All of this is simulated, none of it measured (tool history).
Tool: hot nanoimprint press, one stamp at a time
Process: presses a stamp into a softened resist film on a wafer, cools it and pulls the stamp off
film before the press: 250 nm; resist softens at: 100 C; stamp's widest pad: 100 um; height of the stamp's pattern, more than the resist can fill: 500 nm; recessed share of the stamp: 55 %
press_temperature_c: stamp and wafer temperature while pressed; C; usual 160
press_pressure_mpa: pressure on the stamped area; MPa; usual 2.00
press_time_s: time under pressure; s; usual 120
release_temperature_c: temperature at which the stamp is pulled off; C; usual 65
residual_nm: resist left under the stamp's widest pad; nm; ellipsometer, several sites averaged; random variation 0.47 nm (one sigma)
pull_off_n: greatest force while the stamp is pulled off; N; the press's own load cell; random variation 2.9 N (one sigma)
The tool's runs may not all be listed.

run	hour	press_temperature_c	press_pressure_mpa	press_time_s	release_temperature_c	residual_nm	pull_off_n
1	0.0	160	2.00	120	65	94.7	136
2	17.1	160	2.00	120	65	94.0	137
3	33.3	160	2.00	120	65	94.2	135
4	52.5	160	2.00	201	65	76.0	136
5	72.8	160	1.26	120	65	116.0	141
6	90.5	160	2.00	187	65	78.4	139
7	111.2	160	2.00	187	65	78.0	139
8	131.0	160	2.00	147	65	85.6	139
9	149.3	160	2.00	147	51	85.5	159
10	159.0	160	2.00	120	65	92.2	139
11	177.1	154	2.00	120	65	133.2	138
12	185.8	154	2.00	120	65	133.7	138
13	201.8	154	2.00	120	65	133.7	142
14	213.2	160	2.37	120	65	84.5	137
15	229.6	160	2.00	120	65	91.9	142
16	242.4	160	2.00	120	65	91.7	136
17	260.0	165	1.24	115	51	86.9	162
18	272.5	165	1.24	115	51	89.9	154
19	285.3	160	2.00	81	70	110.0	133
20	305.9	160	1.27	81	65	133.1	139
21	315.5	160	1.27	81	65	134.0	146
22	327.5	164	2.33	105	59	71.6	149
23	340.3	159	2.74	70	68	105.6	137
24	360.0	159	2.74	70	68	106.0	141
25	376.0	166	2.06	93	63	70.9	145
26	395.1	166	2.06	93	63	70.4	146
27	417.1	160	2.00	203	59	75.0	147
28	428.9	160	2.00	203	59	74.1	146
29	442.5	160	1.20	120	66	118.1	136
30	461.8	160	1.20	120	66	117.6	139

Not shown: 2 entries that the log had between the listed runs. Between which runs, and how does the tool's hidden state differ before and after?
Between runs 17 and 18: gauge calibrated (hour 270.3)
  grip of the stamp's worn release coat, % over a new coat's: 1.5 -> 1.6; drift of the gauge itself on residual_nm, %: -2.77 -> -0.02
  measured less the result without the state, residual_nm: -2.5 -> -0.1 nm; pull_off_n: +2 -> +2 N
Between runs 26 and 27: stamp cleaned and given a new release coat (hour 402.4)
  grip of the stamp's worn release coat, % over a new coat's: 2 -> 0; drift of the gauge itself on residual_nm, %: -1.33 -> -1.5
  measured less the result without the state, residual_nm: -1.1 -> -1.2 nm; pull_off_n: +3 -> +0 N

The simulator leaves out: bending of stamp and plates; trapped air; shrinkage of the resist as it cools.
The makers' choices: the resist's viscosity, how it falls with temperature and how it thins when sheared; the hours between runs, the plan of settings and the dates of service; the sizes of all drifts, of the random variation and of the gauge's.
